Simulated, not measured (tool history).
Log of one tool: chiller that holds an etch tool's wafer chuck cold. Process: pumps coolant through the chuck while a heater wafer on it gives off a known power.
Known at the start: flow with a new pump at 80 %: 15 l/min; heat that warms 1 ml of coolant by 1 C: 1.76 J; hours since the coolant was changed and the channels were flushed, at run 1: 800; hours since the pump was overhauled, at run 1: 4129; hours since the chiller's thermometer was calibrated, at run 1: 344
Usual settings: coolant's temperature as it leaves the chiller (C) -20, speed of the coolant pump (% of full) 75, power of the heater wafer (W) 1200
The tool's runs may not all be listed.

run    hour  coolant's temperature as it leaves the chiller (C)  speed of the coolant pump (% of full)  power of the heater wafer (W)  hours since the coolant was changed and the channels were flushed  hours since the pump was overhauled  hours since the chiller's thermometer was calibrated  chuck's temperature once it has settled (C)  how much warmer the coolant comes back (C)
  1       0                                                 -20                                     75                           1200                                                                800                                 4129                                                   344                                        -12.4                                        2.93
  2   140.9                                                 -20                                     75                           1200                                                                941                                 4270                                                   485                                        -12.2                                        2.96
  3   260.7                                                 -20                                     75                           1200                                                               1061                                 4390                                                   605                                        -12.4                                        2.87
  4   399.5                                                 -20                                     75                           1612                                                               1200                                 4528                                                   743                                         -9.7                                        3.94
  5   504.5                                                 -20                                     75                            922                                                               1305                                 4633                                                   848                                          -14                                        2.23
  6   670.8                                                 -20                                     75                            922                                                               1471                                 4800                                                  1015                                        -14.1                                        2.22
  7   786.7                                                 -20                                     75                            922                                                               1587                                 4916                                                  1131                                        -14.1                                        2.22
  8   894.5                                                 -10                                     75                           1200                                                               1695                                 5023                                                  1238                                         -2.2                                         2.9
  9   961.6                                                 -20                                     75                            865                                                               1762                                 5091                                                  1306                                        -14.5                                        2.01
 10  1095.1                                                 -20                                     75                            865                                                               1895                                 5224                                                  1439                                        -14.4                                        2.02
 11  1180.2                                                 -20                                     67                           1200                                                               1980                                 5309                                                  1524                                        -11.7                                        3.27
 12  1273.8                                                 -20                                     67                           1200                                                               2074                                 5403                                                  1618                                        -11.8                                        3.28
 13  1372.8                                                 -20                                     67                           1200                                                               2173                                 5502                                                  1717                                        -11.8                                        3.21
 14  1506.3                                                 -20                                     75                           1474                                                               2307                                 5635                                                  1850                                        -10.5                                        3.51
 15  1597.3                                                 -20                                     60                           1474                                                               2398                                 5726                                                  1941                                           -9                                        4.53
 16  1737.6                                                 -20                                     60                           1474                                                               2538                                 5866                                                  2081                                           -9                                        4.54
 17  1894.1                                                 -20                                     60                           1474                                                               2694                                 6023                                                  2238                                         -9.2                                        4.51
 18  1966.6                                                 -26                                     60                           1201                                                               2767                                 6096                                                  2311                                        -17.1                                        3.66
 19  2079.1                                                 -20                                     99                            616                                                               2879                                 6208                                                  2423                                        -16.6                                        0.96
 20  2236.2                                                 -26                                     94                            642                                                               3036                                 6365                                                  2580                                        -22.4                                        1.12
 21  2377.2                                                 -26                                     75                           1162                                                               3177                                 6506                                                  2721                                        -18.6                                        2.75
 22  2525.7                                                 -28                                     75                           1441                                                               3326                                 6655                                                  2870                                        -18.7                                        3.41
 23  2631.4                                                 -28                                     75                           1441                                                               3432                                 6760                                                  2975                                        -18.8                                        3.45
 24  2751.7                                                 -23                                     87                           1200                                                               3552                                 6881                                                  3096                                        -15.9                                        2.39
 25  2898.4                                                 -23                                     87                           1200                                                               3699                                 7027                                                  3242                                        -15.9                                        2.36
     3015.7  -- coolant pump overhauled
 26  3015.7                                                 -23                                     87                           1200                                                               3811                                    0                                                  3355                                        -15.9                                        2.38
 27    3141                                                 -23                                     86                            847                                                               3936                                  125                                                  3480                                        -18.1                                         1.6
 28  3249.2                                                 -26                                     95                            612                                                               4044                                  233                                                  3588                                        -22.5                                        0.96
 29  3326.5                                                 -26                                     95                            612                                                               4122                                  311                                                  3665                                        -22.5                                        0.98
 30  3415.8                                                 -13                                     75                           1200                                                               4211                                  400                                                  3755                                         -5.2                                        2.73
 31  3508.5                                                 -20                                     87                            600                                                               4304                                  493                                                  3847                                        -16.5                                        1.11
 32  3654.4                                                 -28                                     87                            695                                                               4450                                  639                                                  3993                                          -24                                        1.24

Forecast each of these 4 alternatives for the next run:
  A  3820.5                                                 -20                                     75                            838                                                               4616                                  805                                                  4159                                            ?                                           ?
  B  3820.5                                                 -19                                     80                            610                                                               4616                                  805                                                  4159                                            ?                                           ?
  C  3820.5                                                 -28                                     76                           1684                                                               4616                                  805                                                  4159                                            ?                                           ?
  D  3820.5                                                 -16                                     74                            695                                                               4616                                  805                                                  4159                                            ?                                           ?

run  chuck's temperature once it has settled (C)  how much warmer the coolant comes back (C)
  A                                        -14.6                                        1.89
  B                                        -15.4                                        1.25
  C                                        -17.2                                         3.9
  D                                        -11.5                                        1.49
Without the tool's hidden state the same runs would have given:
run  chuck's temperature once it has settled (C)  how much warmer the coolant comes back (C)
  A                                        -14.6                                        2.08
  B                                        -15.4                                        1.44
  C                                        -17.2                                        4.09
  D                                        -11.5                                        1.69

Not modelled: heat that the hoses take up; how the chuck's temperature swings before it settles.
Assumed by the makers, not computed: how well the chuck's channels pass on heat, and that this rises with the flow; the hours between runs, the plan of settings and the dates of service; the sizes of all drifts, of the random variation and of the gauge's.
